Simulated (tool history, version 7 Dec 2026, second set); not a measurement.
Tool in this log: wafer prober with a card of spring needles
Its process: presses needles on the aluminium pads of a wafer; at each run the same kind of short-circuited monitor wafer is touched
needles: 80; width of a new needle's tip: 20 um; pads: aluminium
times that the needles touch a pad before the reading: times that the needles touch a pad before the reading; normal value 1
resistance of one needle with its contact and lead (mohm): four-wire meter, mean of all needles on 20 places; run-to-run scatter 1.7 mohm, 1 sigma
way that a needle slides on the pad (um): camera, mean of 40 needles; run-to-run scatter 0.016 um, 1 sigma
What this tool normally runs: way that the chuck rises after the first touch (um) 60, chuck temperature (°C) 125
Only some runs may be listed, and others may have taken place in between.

| run | day | way that the chuck rises after the first touch (um) | chuck temperature (°C) | times that the needles touch a pad before the reading | resistance of one needle with its contact and lead (mohm) | way that a needle slides on the pad (um) |
|---|---|---|---|---|---|---|
| 1 | 0.000 | 60 | 125 | 1 | 187 | 8.82 |
| 2 | 0.267 | 60 | 125 | 1 | 222 | 8.83 |
| 3 | 0.562 | 60 | 125 | 1 | 243 | 8.81 |
| 4 | 0.783 | 60 | 125 | 1 | 260 | 8.84 |
|  | 0.838 | tips cleaned on abrasive film |
| 5 | 1.283 | 60 | 125 | 1 | 232 | 8.79 |
| 6 | 1.600 | 60 | 125 | 1 | 253 | 8.79 |
|  | 1.738 | tips cleaned on abrasive film |
| 7 | 1.992 | 60 | 125 | 1 | 211 | 8.82 |
| 8 | 2.371 | 60 | 125 | 1 | 244 | 8.80 |
|  | 2.621 | tips cleaned on abrasive film |
| 9 | 2.642 | 60 | 93 | 1 | 178 | 8.76 |
| 10 | 2.971 | 60 | 75 | 1 | 223 | 8.80 |
| 11 | 3.242 | 60 | 125 | 3 | 200 | 8.78 |
|  | 3.512 | tips cleaned on abrasive film |
| 12 | 3.621 | 60 | 125 | 1 | 199 | 8.78 |
| 13 | 3.996 | 60 | 125 | 2 | 213 | 8.78 |
| 14 | 4.325 | 60 | 125 | 1 | 255 | 8.81 |
|  | 4.408 | tips cleaned on abrasive film |
| 15 | 4.571 | 60 | 125 | 1 | 207 | 8.77 |
|  | 4.971 | height of the first contact set anew |
| 16 | 5.017 | 60 | 125 | 1 | 247 | 8.67 |
|  | 5.317 | tips cleaned on abrasive film |
| 17 | 5.538 | 60 | 125 | 1 | 211 | 8.67 |
| 18 | 5.771 | 60 | 31 | 2 | 199 | 8.64 |
| 19 | 6.000 | 60 | 31 | 1 | 242 | 8.64 |
|  | 6.208 | tips cleaned on abrasive film |
| 20 | 6.479 | 55 | 125 | 1 | 234 | 7.88 |
|  | 6.642 | height of the first contact set anew, once more |
| 21 | 6.758 | 55 | 74 | 2 | 216 | 8.20 |
|  | 7.100 | tips cleaned on abrasive film |
| 22 | 7.100 | 40 | 77 | 2 | 194 | 5.95 |
| 23 | 7.392 | 40 | 77 | 2 | 243 | 5.98 |
| 24 | 7.862 | 48 | 35 | 2 | 245 | 7.17 |
|  | 7.975 | tips cleaned on abrasive film |
| 25 | 8.171 | 48 | 109 | 2 | 213 | 7.14 |
| 26 | 8.417 | 48 | 63 | 1 | 263 | 7.16 |
|  | 8.858 | tips cleaned on abrasive film |
| 27 | 8.921 | 60 | 37 | 1 | 180 | 8.91 |
| 28 | 9.175 | 60 | 54 | 1 | 215 | 8.92 |
| 29 | 9.504 | 73 | 27 | 1 | 212 | 10.87 |
|  | 9.750 | tips cleaned on abrasive film |
| 30 | 9.958 | 75 | 53 | 1 | 183 | 11.14 |
| 31 | 10.300 | 75 | 53 | 1 | 207 | 11.14 |
|  | 10.646 | tips cleaned on abrasive film |
| 32 | 10.646 | 77 | 87 | 1 | 163 | 11.43 |
| 33 | 11.071 | 68 | 79 | 1 | 212 | 10.12 |

Measured result minus the same run's result without the hidden state. Both carry the same run-to-run variation, though not necessarily the same gauge scatter:
What the log doesn't record here: debris on the tips, nm; way that the needles fall short of the set height, um; tips' diameter, um; drift of the gauge itself on contact_mohm, %; drift of the gauge itself on scrub_um, %.
| run | resistance of one needle with its contact and lead (mohm) | way that a needle slides on the pad (um) |
|---|---|---|
| 1 | +16 | -0.14 |
| 2 | +51 | -0.13 |
| 3 | +73 | -0.14 |
| 4 | +84 | -0.14 |
| 5 | +61 | -0.14 |
| 6 | +80 | -0.14 |
| 7 | +40 | -0.15 |
| 8 | +73 | -0.16 |
| 9 | +13 | -0.17 |
| 10 | +62 | -0.16 |
| 11 | +27 | -0.17 |
| 12 | +25 | -0.19 |
| 13 | +41 | -0.18 |
| 14 | +85 | -0.18 |
| 15 | +32 | -0.20 |
| 16 | +76 | -0.30 |
| 17 | +40 | -0.31 |
| 18 | +45 | -0.31 |
| 19 | +90 | -0.31 |
| 20 | +59 | -0.33 |
| 21 | +52 | +0.00 |
| 22 | +14 | -0.01 |
| 23 | +68 | -0.01 |
| 24 | +84 | -0.01 |
| 25 | +35 | -0.02 |
| 26 | +99 | -0.02 |
| 27 | +22 | -0.03 |
| 28 | +57 | -0.04 |
| 29 | +63 | -0.04 |
| 30 | +31 | -0.04 |
| 31 | +52 | -0.04 |
| 32 | +3 | -0.06 |
| 33 | +53 | -0.06 |
